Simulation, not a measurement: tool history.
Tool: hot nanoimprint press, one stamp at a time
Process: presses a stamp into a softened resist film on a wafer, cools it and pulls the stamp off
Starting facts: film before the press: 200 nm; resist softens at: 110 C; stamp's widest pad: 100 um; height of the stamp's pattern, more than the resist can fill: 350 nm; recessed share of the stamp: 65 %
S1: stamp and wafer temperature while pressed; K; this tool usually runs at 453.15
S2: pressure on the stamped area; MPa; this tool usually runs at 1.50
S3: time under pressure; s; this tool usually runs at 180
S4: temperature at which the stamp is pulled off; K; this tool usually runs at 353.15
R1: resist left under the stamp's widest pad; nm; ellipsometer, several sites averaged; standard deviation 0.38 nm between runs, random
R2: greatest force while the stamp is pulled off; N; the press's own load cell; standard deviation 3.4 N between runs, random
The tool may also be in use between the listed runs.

run,hour,S1,S2,S3,S4,R1,R2
1,0.0,453.15,1.50,180,353.15,83.1,202
2,20.2,453.15,1.50,180,353.15,84.1,205
3,44.9,453.15,1.50,180,353.15,84.3,207
4,67.5,458.15,1.50,180,353.15,68.3,214
5,91.6,458.15,1.50,180,353.15,68.3,211
# hour 119.9: plate thermocouple calibrated
6,123.4,453.15,1.50,180,353.15,86.2,218
7,139.6,453.15,1.50,180,351.15,86.3,234
8,159.5,453.15,1.50,180,351.15,86.3,231
9,180.3,453.15,1.50,180,351.15,87.6,231
10,209.2,453.15,1.50,180,351.15,88.1,243
11,233.7,454.15,1.50,180,353.15,84.1,232
12,256.2,454.15,1.50,180,353.15,84.7,233
13,281.7,454.15,1.50,180,353.15,85.0,244
# hour 287.3: plate thermocouple calibrated, once more
14,301.3,453.15,1.50,180,341.15,80.3,306
15,319.3,453.15,2.23,180,353.15,66.0,230
16,346.0,450.15,1.32,303,348.15,81.7,277
# hour 362.5: press's hydraulic seals changed and the load cell set to zero
17,382.7,456.15,2.32,274,353.15,45.4,239
18,409.7,464.15,1.50,91,342.15,65.3,303
19,429.5,460.15,2.04,288,351.15,41.3,251
20,443.8,464.15,2.04,288,351.15,34.9,257
21,462.0,453.15,2.32,180,353.15,62.3,251
22,484.2,453.15,2.32,180,353.15,62.9,257
# hour 506.8: stamp cleaned and given a new release coat
23,509.7,453.15,1.33,180,354.15,85.1,179
24,536.0,453.15,1.37,276,343.15,71.9,241
25,556.7,453.15,1.37,276,343.15,72.2,241
26,569.9,453.15,1.54,180,353.15,79.4,192
27,593.4,453.15,2.03,180,356.15,68.9,182
28,609.6,453.15,2.03,180,356.15,69.3,179
29,622.4,459.15,1.81,180,353.15,56.5,198
30,639.5,459.15,1.81,180,353.15,56.5,198

What if the next run were any one of these 4? Each begins from the tool's condition after run 30:
A,662.9,450.15,1.01,180,350.15,?,?
B,662.9,459.15,1.50,203,353.15,?,?
C,662.9,459.15,1.08,180,353.15,?,?
D,662.9,458.15,1.50,147,346.15,?,?

run,R1,R2
A,112.9,224
B,60.4,200
C,76.2,201
D,71.7,243
With the hidden condition removed and each run's random variation left untouched, the same runs would have given:
run,R1,R2
A,107.2,199
B,56.9,176
C,72.2,179
D,67.6,217
